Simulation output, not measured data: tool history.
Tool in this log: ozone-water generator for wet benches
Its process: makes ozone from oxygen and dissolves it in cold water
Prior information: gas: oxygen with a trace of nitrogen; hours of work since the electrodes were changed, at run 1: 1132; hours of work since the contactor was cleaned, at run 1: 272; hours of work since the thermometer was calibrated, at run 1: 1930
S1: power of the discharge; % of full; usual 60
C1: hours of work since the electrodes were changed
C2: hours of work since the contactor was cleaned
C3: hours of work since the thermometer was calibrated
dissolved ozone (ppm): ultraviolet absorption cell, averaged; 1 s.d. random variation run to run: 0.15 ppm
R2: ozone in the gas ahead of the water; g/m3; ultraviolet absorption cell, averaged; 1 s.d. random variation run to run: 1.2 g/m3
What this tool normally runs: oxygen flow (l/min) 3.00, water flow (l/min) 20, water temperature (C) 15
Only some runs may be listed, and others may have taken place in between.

{"run": 1, "day": 0.0, "S1": 60, "oxygen flow (l/min)": 3.0, "water flow (l/min)": 20, "water temperature (C)": 15, "C1": 1132, "C2": 272, "C3": 1930, "dissolved ozone (ppm)": 18.4, "R2": 216.3}
{"run": 2, "day": 1.633, "S1": 60, "oxygen flow (l/min)": 1.51, "water flow (l/min)": 20, "water temperature (C)": 15, "C1": 1159, "C2": 299, "C3": 1957, "dissolved ozone (ppm)": 16.8, "R2": 335.5}
{"run": 3, "day": 2.771, "S1": 60, "oxygen flow (l/min)": 3.0, "water flow (l/min)": 20, "water temperature (C)": 15, "C1": 1178, "C2": 318, "C3": 1976, "dissolved ozone (ppm)": 18.8, "R2": 216.4}
{"run": 4, "day": 4.254, "S1": 60, "oxygen flow (l/min)": 3.0, "water flow (l/min)": 20, "water temperature (C)": 10, "C1": 1203, "C2": 343, "C3": 2001, "dissolved ozone (ppm)": 19.4, "R2": 217.7}
{"run": 5, "day": 5.612, "S1": 60, "oxygen flow (l/min)": 3.0, "water flow (l/min)": 20, "water temperature (C)": 10, "C1": 1226, "C2": 366, "C3": 2023, "dissolved ozone (ppm)": 19.4, "R2": 218.0}
{"run": 6, "day": 6.692, "S1": 60, "oxygen flow (l/min)": 3.0, "water flow (l/min)": 20, "water temperature (C)": 10, "C1": 1244, "C2": 384, "C3": 2041, "dissolved ozone (ppm)": 19.6, "R2": 217.9}
{"run": 7, "day": 7.692, "S1": 60, "oxygen flow (l/min)": 3.0, "water flow (l/min)": 20, "water temperature (C)": 10, "C1": 1260, "C2": 400, "C3": 2058, "dissolved ozone (ppm)": 19.7, "R2": 218.0}
{"run": 8, "day": 9.021, "S1": 60, "oxygen flow (l/min)": 3.0, "water flow (l/min)": 20, "water temperature (C)": 20, "C1": 1283, "C2": 423, "C3": 2080, "dissolved ozone (ppm)": 17.9, "R2": 217.3}
{"run": 9, "day": 11.254, "S1": 60, "oxygen flow (l/min)": 3.0, "water flow (l/min)": 29, "water temperature (C)": 15, "C1": 1320, "C2": 460, "C3": 2117, "dissolved ozone (ppm)": 13.2, "R2": 217.9}
{"run": 10, "day": 12.904, "S1": 60, "oxygen flow (l/min)": 3.0, "water flow (l/min)": 29, "water temperature (C)": 15, "C1": 1347, "C2": 487, "C3": 2145, "dissolved ozone (ppm)": 12.9, "R2": 218.5}
{"run": 11, "day": 14.596, "S1": 60, "oxygen flow (l/min)": 3.0, "water flow (l/min)": 20, "water temperature (C)": 15, "C1": 1375, "C2": 515, "C3": 2173, "dissolved ozone (ppm)": 18.7, "R2": 218.1}
{"run": 12, "day": 15.925, "S1": 60, "oxygen flow (l/min)": 3.0, "water flow (l/min)": 26, "water temperature (C)": 15, "C1": 1398, "C2": 538, "C3": 2195, "dissolved ozone (ppm)": 14.7, "R2": 218.5}
{"run": 13, "day": 18.125, "S1": 60, "oxygen flow (l/min)": 3.0, "water flow (l/min)": 20, "water temperature (C)": 10, "C1": 1434, "C2": 574, "C3": 2232, "dissolved ozone (ppm)": 19.3, "R2": 219.6}
{"run": 14, "day": 20.317, "S1": 60, "oxygen flow (l/min)": 3.0, "water flow (l/min)": 20, "water temperature (C)": 10, "C1": 1471, "C2": 611, "C3": 2268, "dissolved ozone (ppm)": 19.3, "R2": 217.7}
{"run": 15, "day": 21.821, "S1": 60, "oxygen flow (l/min)": 3.0, "water flow (l/min)": 16, "water temperature (C)": 10, "C1": 1496, "C2": 636, "C3": 2294, "dissolved ozone (ppm)": 23.9, "R2": 219.5}
{"run": 16, "day": 23.829, "S1": 60, "oxygen flow (l/min)": 3.0, "water flow (l/min)": 16, "water temperature (C)": 10, "C1": 1529, "C2": 669, "C3": 2327, "dissolved ozone (ppm)": 23.5, "R2": 218.0}
{"run": 17, "day": 25.133, "S1": 68, "oxygen flow (l/min)": 1.88, "water flow (l/min)": 20, "water temperature (C)": 15, "C1": 1551, "C2": 691, "C3": 2349, "dissolved ozone (ppm)": 19.8, "R2": 326.9}
{"run": 18, "day": 26.896, "S1": 68, "oxygen flow (l/min)": 1.88, "water flow (l/min)": 20, "water temperature (C)": 15, "C1": 1580, "C2": 720, "C3": 2378, "dissolved ozone (ppm)": 19.6, "R2": 324.6}
{"run": 19, "day": 27.912, "S1": 60, "oxygen flow (l/min)": 3.09, "water flow (l/min)": 20, "water temperature (C)": 15, "C1": 1597, "C2": 737, "C3": 2395, "dissolved ozone (ppm)": 18.4, "R2": 214.1}
{"run": 20, "day": 29.979, "S1": 60, "oxygen flow (l/min)": 3.09, "water flow (l/min)": 20, "water temperature (C)": 15, "C1": 1632, "C2": 772, "C3": 2429, "dissolved ozone (ppm)": 18.7, "R2": 212.8}
{"run": 21, "day": 32.296, "S1": 74, "oxygen flow (l/min)": 3.88, "water flow (l/min)": 20, "water temperature (C)": 23, "C1": 1670, "C2": 810, "C3": 2468, "dissolved ozone (ppm)": 20.5, "R2": 219.3}
{"run": 22, "day": 33.642, "S1": 74, "oxygen flow (l/min)": 3.88, "water flow (l/min)": 20, "water temperature (C)": 23, "C1": 1693, "C2": 833, "C3": 2491, "dissolved ozone (ppm)": 20.3, "R2": 220.0}
{"run": 23, "day": 35.488, "S1": 62, "oxygen flow (l/min)": 3.88, "water flow (l/min)": 21, "water temperature (C)": 19, "C1": 1724, "C2": 864, "C3": 2521, "dissolved ozone (ppm)": 17.8, "R2": 189.6}
{"run": 24, "day": 37.758, "S1": 42, "oxygen flow (l/min)": 3.0, "water flow (l/min)": 20, "water temperature (C)": 15, "C1": 1761, "C2": 901, "C3": 2559, "dissolved ozone (ppm)": 13.5, "R2": 158.9}
{"run": 25, "day": 39.654, "S1": 60, "oxygen flow (l/min)": 3.0, "water flow (l/min)": 14, "water temperature (C)": 15, "C1": 1793, "C2": 933, "C3": 2591, "dissolved ozone (ppm)": 25.0, "R2": 217.5}
{"run": 26, "day": 41.762, "S1": 60, "oxygen flow (l/min)": 3.0, "water flow (l/min)": 14, "water temperature (C)": 8, "C1": 1828, "C2": 968, "C3": 2626, "dissolved ozone (ppm)": 27.1, "R2": 217.6}
{"run": 27, "day": 43.079, "S1": 58, "oxygen flow (l/min)": 3.0, "water flow (l/min)": 20, "water temperature (C)": 15, "C1": 1850, "C2": 990, "C3": 2648, "dissolved ozone (ppm)": 18.2, "R2": 211.2}
{"run": 28, "day": 44.383, "S1": 58, "oxygen flow (l/min)": 2.49, "water flow (l/min)": 13, "water temperature (C)": 15, "C1": 1872, "C2": 1012, "C3": 2670, "dissolved ozone (ppm)": 25.5, "R2": 237.3}
{"run": 29, "day": 46.367, "S1": 92, "oxygen flow (l/min)": 3.0, "water flow (l/min)": 13, "water temperature (C)": 15, "C1": 1905, "C2": 1045, "C3": 2703, "dissolved ozone (ppm)": 38.3, "R2": 315.3}
{"run": 30, "day": 47.358, "S1": 92, "oxygen flow (l/min)": 3.0, "water flow (l/min)": 13, "water temperature (C)": 15, "C1": 1921, "C2": 1061, "C3": 2719, "dissolved ozone (ppm)": 38.2, "R2": 317.0}
{"run": 31, "day": 48.325, "S1": 92, "oxygen flow (l/min)": 3.0, "water flow (l/min)": 13, "water temperature (C)": 15, "C1": 1937, "C2": 1077, "C3": 2735, "dissolved ozone (ppm)": 38.5, "R2": 314.0}
{"run": 32, "day": 49.504, "S1": 92, "oxygen flow (l/min)": 3.0, "water flow (l/min)": 13, "water temperature (C)": 15, "C1": 1957, "C2": 1097, "C3": 2755, "dissolved ozone (ppm)": 38.2, "R2": 311.2}

Branching from run 32: 3 alternative next runs. What would each branch give?
{"run": "A", "day": 50.517, "S1": 54, "oxygen flow (l/min)": 2.35, "water flow (l/min)": 13, "water temperature (C)": 15, "C1": 1974, "C2": 1114, "C3": 2772, "dissolved ozone (ppm)": "?", "R2": "?"}
{"run": "B", "day": 50.517, "S1": 65, "oxygen flow (l/min)": 3.0, "water flow (l/min)": 15, "water temperature (C)": 15, "C1": 1974, "C2": 1114, "C3": 2772, "dissolved ozone (ppm)": "?", "R2": "?"}
{"run": "C", "day": 50.517, "S1": 62, "oxygen flow (l/min)": 3.51, "water flow (l/min)": 13, "water temperature (C)": 15, "C1": 1974, "C2": 1114, "C3": 2772, "dissolved ozone (ppm)": "?", "R2": "?"}

run=A dissolved_ozone_(ppm)=24.5 R2=229.7
run=B dissolved_ozone_(ppm)=25.3 R2=230.9
run=C dissolved_ozone_(ppm)=27.1 R2=202.5
Take away the tool's hidden state, keep each run's random variation, and the runs would have read:
run=A dissolved_ozone_(ppm)=24.5 R2=229.8
run=B dissolved_ozone_(ppm)=25.3 R2=231.0
run=C dissolved_ozone_(ppm)=27.1 R2=202.6
